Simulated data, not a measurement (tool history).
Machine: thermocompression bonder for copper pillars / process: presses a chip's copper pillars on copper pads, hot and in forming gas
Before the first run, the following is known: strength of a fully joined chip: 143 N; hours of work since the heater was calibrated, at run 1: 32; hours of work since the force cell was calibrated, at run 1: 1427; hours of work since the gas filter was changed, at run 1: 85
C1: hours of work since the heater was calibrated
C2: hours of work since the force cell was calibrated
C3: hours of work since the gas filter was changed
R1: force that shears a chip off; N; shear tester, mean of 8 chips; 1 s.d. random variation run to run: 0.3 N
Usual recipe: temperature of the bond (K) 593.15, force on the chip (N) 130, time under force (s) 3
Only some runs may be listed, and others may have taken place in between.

{"run": 1, "hour": 0.0, "temperature of the bond (K)": 593.15, "force on the chip (N)": 130, "time under force (s)": 3, "C1": 32, "C2": 1427, "C3": 85, "R1": 64.5}
{"run": 2, "hour": 63.7, "temperature of the bond (K)": 593.15, "force on the chip (N)": 130, "time under force (s)": 3, "C1": 66, "C2": 1462, "C3": 120, "R1": 64.4}
{"run": 3, "hour": 151.5, "temperature of the bond (K)": 593.15, "force on the chip (N)": 130, "time under force (s)": 3, "C1": 114, "C2": 1509, "C3": 168, "R1": 64.1}
{"run": 4, "hour": 212.3, "temperature of the bond (K)": 594.15, "force on the chip (N)": 130, "time under force (s)": 3, "C1": 147, "C2": 1543, "C3": 201, "R1": 64.0}
{"run": 5, "hour": 303.8, "temperature of the bond (K)": 575.15, "force on the chip (N)": 130, "time under force (s)": 3, "C1": 197, "C2": 1592, "C3": 251, "R1": 53.4}
{"run": 6, "hour": 368.5, "temperature of the bond (K)": 575.15, "force on the chip (N)": 130, "time under force (s)": 3, "C1": 233, "C2": 1628, "C3": 286, "R1": 52.4}
{"hour": 438.9, "done": "force cell calibrated"}
{"run": 7, "hour": 452.9, "temperature of the bond (K)": 575.15, "force on the chip (N)": 130, "time under force (s)": 3, "C1": 278, "C2": 8, "C3": 331, "R1": 50.6}
{"run": 8, "hour": 502.3, "temperature of the bond (K)": 593.15, "force on the chip (N)": 130, "time under force (s)": 3, "C1": 305, "C2": 35, "C3": 358, "R1": 59.9}
{"run": 9, "hour": 582.1, "temperature of the bond (K)": 593.15, "force on the chip (N)": 130, "time under force (s)": 3, "C1": 348, "C2": 78, "C3": 402, "R1": 59.2}
{"hour": 597.9, "done": "forming gas filter changed"}
{"run": 10, "hour": 659.2, "temperature of the bond (K)": 593.15, "force on the chip (N)": 130, "time under force (s)": 3, "C1": 390, "C2": 120, "C3": 33, "R1": 65.6}
{"run": 11, "hour": 746.3, "temperature of the bond (K)": 593.15, "force on the chip (N)": 130, "time under force (s)": 3, "C1": 437, "C2": 167, "C3": 81, "R1": 65.6}
{"run": 12, "hour": 830.4, "temperature of the bond (K)": 593.15, "force on the chip (N)": 130, "time under force (s)": 3, "C1": 483, "C2": 213, "C3": 127, "R1": 65.1}
{"run": 13, "hour": 918.2, "temperature of the bond (K)": 564.15, "force on the chip (N)": 130, "time under force (s)": 3, "C1": 531, "C2": 261, "C3": 174, "R1": 49.0}
{"run": 14, "hour": 987.6, "temperature of the bond (K)": 586.15, "force on the chip (N)": 126, "time under force (s)": 4, "C1": 569, "C2": 299, "C3": 212, "R1": 65.8}

For run 15, what comes out?
{"run": 15, "hour": 1034.3, "temperature of the bond (K)": 596.15, "force on the chip (N)": 123, "time under force (s)": 3, "C1": 594, "C2": 324, "C3": 238, "R1": "?"}

Run 15 came out at R1 62.6 N.
Had the tool carried no hidden state, the very same run would have given R1 62.4 N.

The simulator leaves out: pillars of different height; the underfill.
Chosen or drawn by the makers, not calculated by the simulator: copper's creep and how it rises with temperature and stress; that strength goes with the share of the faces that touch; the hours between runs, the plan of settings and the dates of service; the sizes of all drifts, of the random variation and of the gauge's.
